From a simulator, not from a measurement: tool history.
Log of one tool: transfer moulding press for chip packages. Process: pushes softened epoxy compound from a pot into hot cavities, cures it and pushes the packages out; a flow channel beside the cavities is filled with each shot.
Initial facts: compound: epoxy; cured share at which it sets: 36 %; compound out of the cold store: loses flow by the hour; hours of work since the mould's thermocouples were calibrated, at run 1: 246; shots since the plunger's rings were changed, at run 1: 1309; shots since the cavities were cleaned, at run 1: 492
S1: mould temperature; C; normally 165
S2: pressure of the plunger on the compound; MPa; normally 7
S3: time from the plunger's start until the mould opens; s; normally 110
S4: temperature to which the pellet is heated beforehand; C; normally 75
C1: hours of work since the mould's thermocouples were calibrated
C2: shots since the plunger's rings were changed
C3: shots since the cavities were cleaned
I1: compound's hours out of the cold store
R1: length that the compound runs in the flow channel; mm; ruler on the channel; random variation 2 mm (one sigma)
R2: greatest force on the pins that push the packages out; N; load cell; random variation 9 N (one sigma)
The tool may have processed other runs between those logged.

run,hour,S1,S2,S3,S4,C1,C2,C3,I1,R1,R2
1,0,165,7,110,75,246,1309,492,17.6,1019,507
# hour 47.4: cavities cleaned with cleaning compound and waxed
2,61.9,165,7,110,75,271,1760,107,30,944,466
3,126.6,165,7,110,75,298,2245,592,41.1,880,559
# hour 165.3: cavities cleaned with cleaning compound and waxed
4,182,165,7,110,85,321,2648,125,31.9,923,458
5,219.8,164,7,110,75,337,2929,406,9.3,1059,586
# hour 278: cavities cleaned with cleaning compound and waxed
6,278,173,7,110,75,361,3353,0,21.8,939,373
7,324.3,165,7,133,75,380,3699,346,31.6,916,457
# hour 358.5: mould's thermocouples calibrated
8,367.2,165,7,133,75,4,4006,653,28.9,928,487
# hour 392.5: cavities cleaned with cleaning compound and waxed
9,405.8,165,7,133,75,19,4283,100,42.4,856,417
10,476.5,165,7,133,75,49,4811,628,18,979,510
# hour 503.7: plunger's sealing rings changed
# hour 510.3: cavities cleaned with cleaning compound and waxed
11,562,165,7,133,75,83,425,387,43.1,886,446
12,599.7,165,7,133,75,99,706,668,22.5,1000,485
# hour 622.6: cavities cleaned with cleaning compound and waxed
13,679.1,165,7,133,75,132,1288,422,45,869,454
# hour 736.9: cavities cleaned with cleaning compound and waxed
14,736.9,165,7,110,75,155,1709,0,38.1,902,414
15,774.1,165,7,97,82,171,1987,278,29.7,945,599
# hour 848.2: cavities cleaned with cleaning compound and waxed
16,857.4,171,6.8,97,82,205,2599,69,46.8,815,397
17,892.8,164,7,110,66,220,2863,333,41.6,882,540
18,953,167,7,110,84,246,3313,783,46.2,837,515
# hour 961.9: cavities cleaned with cleaning compound and waxed
19,1038.2,165,7,126,80,281,3939,571,40.6,872,498
# hour 1075.6: cavities cleaned with cleaning compound and waxed
20,1098,162,7,110,73,305,4374,167,44.5,864,545
21,1169.1,162,7,110,73,335,4906,699,43.1,870,657
# hour 1181.1: plunger's sealing rings changed
# hour 1193.7: cavities cleaned with cleaning compound and waxed
22,1211.8,162,7,110,73,351,218,135,19.5,1039,586
23,1285.8,165,5.46,110,67,382,771,688,23.3,882,598
# hour 1307.9: cavities cleaned with cleaning compound and waxed
# hour 1315: mould's thermocouples calibrated
24,1333.2,167,7,93,75,8,1099,173,16,1020,534
25,1407.6,160,5.54,98,80,39,1655,729,24.1,893,916
# hour 1424.1: cavities cleaned with cleaning compound and waxed
26,1496.3,160,8.38,98,80,76,2308,540,9.9,1192,922
# hour 1536.8: cavities cleaned with cleaning compound and waxed
27,1568.8,165,5.65,116,75,105,2838,239,31.5,834,476

4 ways to go on from here, each from the tool as it stands after run 27. What would each give?
A,1645.4,169,5.65,116,75,138,3411,812,23.2,?,?
B,1645.4,165,7.05,134,75,138,3411,812,36.1,?,?
C,1645.4,165,5.76,137,68,138,3411,812,43.3,?,?
D,1645.4,172,5.65,112,77,138,3411,812,15.6,?,?

run,R1,R2
A,855,505
B,901,504
C,784,508
D,881,494
The same runs, with their run-to-run variation unchanged, on a tool lacking any hidden condition would have given:
run,R1,R2
A,877,363
B,925,364
C,805,365
D,905,360
